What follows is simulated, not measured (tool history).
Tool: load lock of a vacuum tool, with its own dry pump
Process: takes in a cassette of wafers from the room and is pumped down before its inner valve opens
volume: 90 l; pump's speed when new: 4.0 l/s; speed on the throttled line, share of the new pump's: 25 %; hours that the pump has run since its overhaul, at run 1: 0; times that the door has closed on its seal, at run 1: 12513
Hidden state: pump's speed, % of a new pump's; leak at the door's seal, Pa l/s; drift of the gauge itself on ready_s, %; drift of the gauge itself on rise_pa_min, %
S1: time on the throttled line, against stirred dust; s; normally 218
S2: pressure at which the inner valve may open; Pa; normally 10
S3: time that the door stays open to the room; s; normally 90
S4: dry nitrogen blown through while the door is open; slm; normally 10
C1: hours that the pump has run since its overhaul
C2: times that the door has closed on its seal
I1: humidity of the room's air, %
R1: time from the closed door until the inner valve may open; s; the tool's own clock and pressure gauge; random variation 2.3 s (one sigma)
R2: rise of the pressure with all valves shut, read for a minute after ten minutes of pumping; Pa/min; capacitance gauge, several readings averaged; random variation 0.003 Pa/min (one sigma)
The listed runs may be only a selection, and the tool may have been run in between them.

run	hour	S1	S2	S3	S4	C1	C2	I1	R1	R2
1	0	218	10	90	10	0	12513	46.4	372	0.077
2	530	218	10	29	10	530	13688	44	377.7	0.081
3	905.6	218	10	90	10	906	14522	43.9	378.8	0.089
4	1284.9	218	10	90	10	1285	15363	42.2	374.6	0.087
5	1855.4	218	10	90	10	1855	16629	46.2	381.5	0.101
6	2487	218	10	90	10	2487	18030	43	385.3	0.106
7	3129.7	218	10	90	10	3130	19455	45.4	389.3	0.128
8	3742.8	218	10	90	10	3743	20815	46.6	390.2	0.138
9	4364.8	218	10	90	10	4365	22195	45.8	394.9	0.15
10	4755.1	218	10	90	10	4755	23061	45.6	397.3	0.152
11	5101.5	218	10	90	10	5102	23830	45.1	399.6	0.159
12	5573.5	218	10	90	10	5573	24876	46.3	398.9	0.176
13	6010.8	218	10	48	10	6011	25847	44.9	401.4	0.175
14	6640.7	171	10	90	10	6641	27244	43.7	370.6	0.189
15	7047.9	218	10	90	10	7048	28147	42.7	406.3	0.197
16	7308.4	218	10	90	10	7308	28725	46.7	409.6	0.204
17	7750.2	218	10	90	10	7750	29705	44.6	413.3	0.216
18	8036.1	218	11	90	10	8036	30339	41.5	411.5	0.214
19	8543.5	218	11	90	10	8543	31465	40.8	413.6	0.231
20	9143.1	218	11	90	10	9143	32795	42.2	416.8	0.244
21	9532.8	310	12	101	38	9533	33659	44.6	474	0.241
# hour 9863.7: dry pump taken out, an overhauled one fitted
22	10015.3	218	10	84	10	152	34717	44.3	376.5	0.276
23	10353.6	258	10	55	10	490	35467	43.5	405.5	0.264
24	10672.3	258	10	55	10	809	36174	44.7	408.1	0.271
25	11204.6	258	10	55	10	1341	37355	50.7	409.8	0.289
26	11630.2	258	10	55	10	1766	38299	44.3	415.3	0.3
27	12108.8	218	14	90	10	2245	39360	47.6	372.8	0.325
28	12475	253	10	200	31	2611	40173	43.9	411.4	0.321
29	12857	326	11	50	10	2993	41020	47.5	468.1	0.338
30	13402.8	326	11	50	10	3539	42231	46.2	466	0.348
31	13917.3	218	11	90	10	4054	43372	43.8	389.1	0.377
32	14212.8	166	8	90	10	4349	44028	45.7	358.8	0.378
33	14623.8	166	8	90	10	4760	44940	47.4	364.6	0.398
34	14921.3	166	8	90	10	5058	45599	44.6	363.6	0.395
35	15388.6	218	10	169	10	5525	46636	45.9	400.4	0.417
36	15669	218	10	169	19	5805	47258	44.9	400.6	0.43
37	16299	218	10	169	19	6435	48656	42.2	403.5	0.439
38	16708.6	223	13	119	19	6845	49564	42.9	402.1	0.439

What would each run have given without the hidden state, its run-to-run variation left as it was?
run	R1	R2
1	372.4	0.026
2	376	0.025
3	375.3	0.027
4	369.6	0.019
5	373.5	0.025
6	374.3	0.02
7	375.4	0.033
8	373.5	0.03
9	375	0.033
10	375.3	0.027
11	376.1	0.026
12	373.1	0.032
13	373.1	0.024
14	336.6	0.023
15	372	0.023
16	373.7	0.028
17	374.3	0.029
18	371.4	0.023
19	370.1	0.027
20	369.4	0.023
21	432.3	0.012
22	375.1	0.031
23	402.9	0.02
24	404.3	0.017
25	403.9	0.024
26	407.4	0.021
27	363.5	0.029
28	400	0.02
29	456.6	0.021
30	452.2	0.022
31	369.5	0.033
32	334.8	0.029
33	338.3	0.032
34	335.5	0.025
35	372.6	0.033
36	371.4	0.026
37	370.9	0.021
38	368.8	0.016
